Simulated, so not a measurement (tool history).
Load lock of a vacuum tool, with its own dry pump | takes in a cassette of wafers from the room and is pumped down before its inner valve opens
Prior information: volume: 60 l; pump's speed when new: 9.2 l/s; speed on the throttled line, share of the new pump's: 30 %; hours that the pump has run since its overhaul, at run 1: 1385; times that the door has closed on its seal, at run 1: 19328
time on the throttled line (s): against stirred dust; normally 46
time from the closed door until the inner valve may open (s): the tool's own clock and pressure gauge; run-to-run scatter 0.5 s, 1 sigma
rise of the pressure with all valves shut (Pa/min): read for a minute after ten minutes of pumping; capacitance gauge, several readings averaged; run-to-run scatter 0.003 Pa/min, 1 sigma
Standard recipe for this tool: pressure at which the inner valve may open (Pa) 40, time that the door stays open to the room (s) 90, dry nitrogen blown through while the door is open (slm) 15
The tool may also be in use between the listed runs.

run    hour  time on the throttled line (s)  pressure at which the inner valve may open (Pa)  time that the door stays open to the room (s)  dry nitrogen blown through while the door is open (slm)  hours that the pump has run since its overhaul  times that the door has closed on its seal  incoming humidity of the room's air, %  time from the closed door until the inner valve may open (s)  rise of the pressure with all valves shut (Pa/min)
  1     0.0                              46                                               40                                             90                                                       15                                            1385                                       19328                                    44.6                                                          82.6                                               0.030
  2   158.1                              46                                               40                                             90                                                       15                                            1543                                       19889                                    44.0                                                          82.8                                               0.031
  3   261.9                              46                                               40                                             90                                                       15                                            1647                                       20257                                    44.2                                                          83.4                                               0.030
  4   450.9                              46                                               40                                             90                                                       15                                            1836                                       20928                                    45.8                                                          82.7                                               0.034
  5   573.5                              46                                               40                                             90                                                       15                                            1958                                       21363                                    42.8                                                          83.3                                               0.029
  6   690.4                              46                                               40                                             90                                                       15                                            2075                                       21778                                    46.8                                                          83.4                                               0.033
  7   830.7                              46                                               68                                             90                                                       15                                            2215                                       22277                                    47.2                                                          79.6                                               0.032
  8   955.7                              46                                               68                                             90                                                       15                                            2340                                       22720                                    46.8                                                          80.2                                               0.029
  9  1145.4                              46                                               68                                             90                                                       15                                            2530                                       23393                                    43.3                                                          79.3                                               0.030
 10  1270.4                              46                                               68                                             90                                                       15                                            2655                                       23837                                    46.4                                                          79.1                                               0.039
 11  1513.6                              72                                               40                                             79                                                       15                                            2898                                       24701                                    47.6                                                         100.9                                               0.034
 12  1748.4                              72                                               40                                             79                                                       15                                            3133                                       25534                                    43.2                                                         100.9                                               0.027
 13  1994.6                              72                                               40                                             79                                                       15                                            3379                                       26408                                    45.3                                                         100.8                                               0.025
 14  2175.8                              27                                               55                                             45                                                       25                                            3561                                       27052                                    44.9                                                          67.8                                               0.023
 15  2389.4                              27                                               55                                             45                                                       25                                            3774                                       27810                                    43.0                                                          67.8                                               0.016
 16  2545.2                              36                                               73                                             90                                                        4                                            3930                                       28363                                    42.2                                                          72.4                                               0.038
 17  2799.4                              88                                               40                                             27                                                       15                                            4184                                       29265                                    44.5                                                         113.4                                               0.022
 18  2909.9                              73                                               50                                             90                                                       15                                            4295                                       29657                                    45.1                                                         100.6                                               0.031

Run 19, settings as shown, results not yet in. Your forecast:
 19  3090.2                              33                                               38                                             78                                                       37                                            4475                                       30297                                    49.0                                                             ?                                                   ?

{"run 19": {"time from the closed door until the inner valve may open (s)": 75.5, "rise of the pressure with all valves shut (Pa/min)": 0.019}}
With the hidden condition absent and the run-to-run variation left alone, this run would have shown time from the closed door until the inner valve may open (s) 75.5, rise of the pressure with all valves shut (Pa/min) 0.019.
